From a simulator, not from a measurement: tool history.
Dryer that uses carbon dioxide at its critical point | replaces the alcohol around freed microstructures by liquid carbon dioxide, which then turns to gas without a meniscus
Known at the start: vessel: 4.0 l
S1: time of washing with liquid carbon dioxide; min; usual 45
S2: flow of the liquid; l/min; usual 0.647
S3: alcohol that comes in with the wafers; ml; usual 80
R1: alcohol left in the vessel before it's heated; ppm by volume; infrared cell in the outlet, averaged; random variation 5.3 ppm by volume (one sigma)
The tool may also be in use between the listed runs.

run	hour	S1	S2	S3	R1
1	0	45	0.647	80	271
2	20.4	45	0.647	80	261
3	35.2	45	0.647	80	265
# hour 44.9: inlet filter changed
4	55.5	45	0.647	80	172
5	73.8	45	0.647	80	185
6	93.3	45	0.647	80	179
7	106.5	30	0.647	80	706
8	124.8	30	0.647	80	720
9	142.2	30	0.647	80	742
10	156.2	45	0.647	107	241
11	166.5	45	0.647	107	237
12	186.6	45	0.647	93	220
13	208.5	45	0.647	93	229
14	230.8	45	0.647	93	232
15	253.2	34	0.647	93	628
16	268.8	34	0.647	93	654
17	281.6	34	0.647	93	665
18	292.1	34	0.647	93	662
19	304.8	34	0.647	93	694
20	324.1	38	0.647	93	470
21	338.5	38	0.647	93	483
22	360.4	38	0.647	93	513
23	375.9	38	0.647	93	507
24	385.7	38	0.647	93	515
25	400.6	38	0.647	93	541
26	414.6	66	0.614	107	122
27	425.6	66	0.614	43	97
28	442.9	45	0.647	71	267
29	454.7	39	0.647	48	300
30	474.4	29	0.41	35	1533
31	490.7	36	0.422	22	624
32	502	45	0.911	80	117
33	515.4	45	0.911	80	120
34	525.2	44	0.679	85	301
# hour 537.2: inlet filter changed
35	541.3	44	0.679	85	184
36	560.8	44	0.679	85	194
37	578.6	44	0.679	85	204
38	595.4	40	0.841	119	160
39	617.5	71	0.399	33	157
40	634.3	39	0.647	40	218
41	646.8	61	0.647	40	119
42	656.6	68	0.647	80	108
43	675.2	52	0.393	80	792
44	695.8	52	0.393	80	799
45	707.8	52	0.393	80	798
46	718.5	61	0.511	40	159
47	738.4	61	0.511	40	165

Measured less the same run without the tool's hidden state. The same run-to-run variation is in both; the gauge's scatter may not be:
The hidden state here: flow that reaches the vessel past the clogged filter, %; alcohol in the recycled carbon dioxide, ppm; drift of the gauge itself on alcohol_ppm, %.
run	R1
1	+158
2	+164
3	+164
4	+61
5	+65
6	+70
7	+101
8	+114
9	+129
10	+93
11	+97
12	+96
13	+103
14	+109
15	+192
16	+204
17	+215
18	+220
19	+237
20	+195
21	+201
22	+224
23	+226
24	+234
25	+249
26	+101
27	+92
28	+162
29	+174
30	+418
31	+243
32	+105
33	+106
34	+197
35	+91
36	+99
37	+103
38	+101
39	+101
40	+112
41	+98
42	+100
43	+204
44	+217
45	+221
46	+119
47	+124

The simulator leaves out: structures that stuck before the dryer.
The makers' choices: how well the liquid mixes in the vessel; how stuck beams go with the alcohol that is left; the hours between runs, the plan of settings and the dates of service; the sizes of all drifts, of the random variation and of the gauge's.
